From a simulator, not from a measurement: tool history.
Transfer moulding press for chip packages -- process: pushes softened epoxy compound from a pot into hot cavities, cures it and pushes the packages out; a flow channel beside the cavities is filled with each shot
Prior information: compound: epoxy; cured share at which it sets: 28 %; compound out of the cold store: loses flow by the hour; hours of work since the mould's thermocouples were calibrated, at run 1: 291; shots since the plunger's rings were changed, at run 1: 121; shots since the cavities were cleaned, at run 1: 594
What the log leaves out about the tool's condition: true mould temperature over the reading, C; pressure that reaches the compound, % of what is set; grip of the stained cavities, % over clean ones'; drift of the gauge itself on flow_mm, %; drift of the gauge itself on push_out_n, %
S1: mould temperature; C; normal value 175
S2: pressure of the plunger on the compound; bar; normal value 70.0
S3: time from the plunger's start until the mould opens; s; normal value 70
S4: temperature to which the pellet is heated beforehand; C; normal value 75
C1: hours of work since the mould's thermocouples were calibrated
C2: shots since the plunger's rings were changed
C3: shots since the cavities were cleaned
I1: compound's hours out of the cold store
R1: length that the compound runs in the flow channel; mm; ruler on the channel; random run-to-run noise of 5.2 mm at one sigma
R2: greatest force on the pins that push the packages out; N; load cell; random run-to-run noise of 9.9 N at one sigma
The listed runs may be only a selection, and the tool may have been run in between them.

run	hour	S1	S2	S3	S4	C1	C2	C3	I1	R1	R2
1	0.0	175	70.0	70	75	291	121	594	39.6	616	462
# hour 4.6: cavities cleaned with cleaning compound and waxed
2	11.5	175	85.6	70	75	296	256	93	14.7	752	490
3	22.7	175	85.6	70	75	303	407	244	19.2	735	484
4	31.3	175	70.0	70	75	308	523	360	9.2	694	488
5	36.4	175	61.5	70	75	311	591	428	38.6	577	460
6	44.3	175	61.5	70	75	316	698	535	24.3	613	466
# hour 53.6: cavities cleaned with cleaning compound and waxed
7	55.2	175	61.5	70	75	321	825	21	29.5	598	473
8	60.8	175	61.5	70	75	324	901	97	34.6	591	476
9	67.2	175	53.9	70	75	328	987	183	16.8	584	485
10	76.8	175	53.9	103	75	334	1116	312	34.2	554	281
11	84.6	175	56.4	70	75	338	1221	417	45.5	537	446
12	90.9	174	56.4	55	78	342	1307	503	12.4	618	933
13	98.6	174	56.4	55	78	346	1410	606	23.9	584	926
# hour 102.3: cavities cleaned with cleaning compound and waxed
14	109.7	174	56.4	55	78	352	1540	101	26.0	579	912
15	121.6	174	56.4	55	78	359	1700	261	47.5	536	863
16	133.8	175	58.8	70	75	366	1865	426	47.3	543	449
17	143.8	178	74.3	86	76	372	1999	560	45.4	609	284
# hour 150.8: cavities cleaned with cleaning compound and waxed
18	152.8	173	70.0	63	75	376	2100	26	39.4	625	675

Hidden state at the last listed run before each entry between runs and at the first one after, where it differs:
In the gap between runs 1 and 2: cavities cleaned with cleaning compound and waxed (hour 4.6)
  grip of the stained cavities, % over clean ones': 0.6 -> 0.1
In the gap between runs 6 and 7: cavities cleaned with cleaning compound and waxed (hour 53.6)
  grip of the stained cavities, % over clean ones': 0.5 -> 0
In the gap between runs 13 and 14: cavities cleaned with cleaning compound and waxed (hour 102.3)
  grip of the stained cavities, % over clean ones': 0.6 -> 0.2
In the gap between runs 17 and 18: cavities cleaned with cleaning compound and waxed (hour 150.8)
  pressure that reaches the compound, % of what is set: 99.94 -> 99.93; grip of the stained cavities, % over clean ones': 0.6 -> 0.1

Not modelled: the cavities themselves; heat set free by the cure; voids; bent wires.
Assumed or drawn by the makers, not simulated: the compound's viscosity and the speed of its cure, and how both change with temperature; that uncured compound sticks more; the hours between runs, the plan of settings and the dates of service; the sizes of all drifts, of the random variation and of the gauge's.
